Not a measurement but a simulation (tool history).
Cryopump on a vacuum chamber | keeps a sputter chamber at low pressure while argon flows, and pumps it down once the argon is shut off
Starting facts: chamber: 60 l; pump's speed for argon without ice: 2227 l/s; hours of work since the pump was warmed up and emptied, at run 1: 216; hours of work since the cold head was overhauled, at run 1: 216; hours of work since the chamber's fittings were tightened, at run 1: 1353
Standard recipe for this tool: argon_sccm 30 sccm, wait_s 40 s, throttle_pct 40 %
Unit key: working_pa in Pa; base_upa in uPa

run	hour	argon_sccm	wait_s	throttle_pct	hours of work since the pump was warmed up and emptied	hours of work since the cold head was overhauled	hours of work since the chamber's fittings were tightened	working_pa	base_upa
1	0.0	30	40	40	216	216	1353	0.0597	1.76
2	16.1	30	40	40	223	223	1360	0.0583	1.72
3	38.2	30	40	40	233	233	1370	0.0593	1.69
4	67.7	30	40	40	246	246	1382	0.0598	1.78
5	90.1	30	40	40	255	255	1392	0.0597	1.75
6	102.4	30	40	40	260	260	1397	0.0601	1.61
7	122.9	30	279	40	269	269	1406	0.0610	0.69
8	136.6	30	279	40	275	275	1412	0.0595	0.71
9	153.0	30	279	40	282	282	1419	0.0596	0.72
10	176.9	16	40	40	292	292	1429	0.0321	1.75
11	192.4	16	40	40	299	299	1436	0.0326	1.80
12	214.5	30	28	40	309	309	1445	0.0601	2.23
13	234.1	30	28	40	317	317	1454	0.0603	2.23
14	257.8	30	40	40	327	327	1464	0.0607	1.77
15	270.7	30	40	40	333	333	1469	0.0607	1.74
16	291.1	30	40	40	341	341	1478	0.0615	1.79
17	315.0	30	40	40	352	352	1488	0.0603	1.83
18	336.1	19	59	56	361	361	1498	0.0277	1.38
19	366.2	14	59	56	374	374	1510	0.0207	1.40
20	392.6	19	264	17	385	385	1522	0.0879	0.80
21	405.9	19	264	17	391	391	1528	0.0878	0.75
22	429.0	19	264	17	401	401	1537	0.0882	0.79
23	445.7	31	132	25	408	408	1545	0.0994	1.00
24	475.0	31	132	25	420	420	1557	0.0991	1.00
25	501.3	31	132	25	432	432	1568	0.0994	0.96
26	529.9	56	50	33	444	444	1581	0.1381	1.55
27	548.2	28	280	17	452	452	1589	0.1310	0.86
28	562.5	28	280	17	458	458	1595	0.1304	0.83
29	591.3	28	280	17	470	470	1607	0.1295	0.86
30	604.9	28	280	17	476	476	1613	0.1308	0.86
# hour 614.7: pump warmed up, emptied and cooled again
31	639.5	20	40	22	11	489	1626	0.0688	1.77
32	663.4	14	20	24	21	499	1636	0.0452	2.87
33	685.5	14	20	29	30	509	1645	0.0368	2.80

Predict each of these 3 candidate next runs independently; none follows another, all start after run 33:
A	704.9	22	167	55	39	517	1654	?	?
B	704.9	27	183	40	39	517	1654	?	?
C	704.9	30	44	40	39	517	1654	?	?

run	working_pa	base_upa
A	0.0299	0.87
B	0.0510	0.87
C	0.0568	1.69
Stripped of hidden state, with their random variation kept, the same runs would have yielded:
run	working_pa	base_upa
A	0.0295	0.43
B	0.0506	0.43
C	0.0563	1.25

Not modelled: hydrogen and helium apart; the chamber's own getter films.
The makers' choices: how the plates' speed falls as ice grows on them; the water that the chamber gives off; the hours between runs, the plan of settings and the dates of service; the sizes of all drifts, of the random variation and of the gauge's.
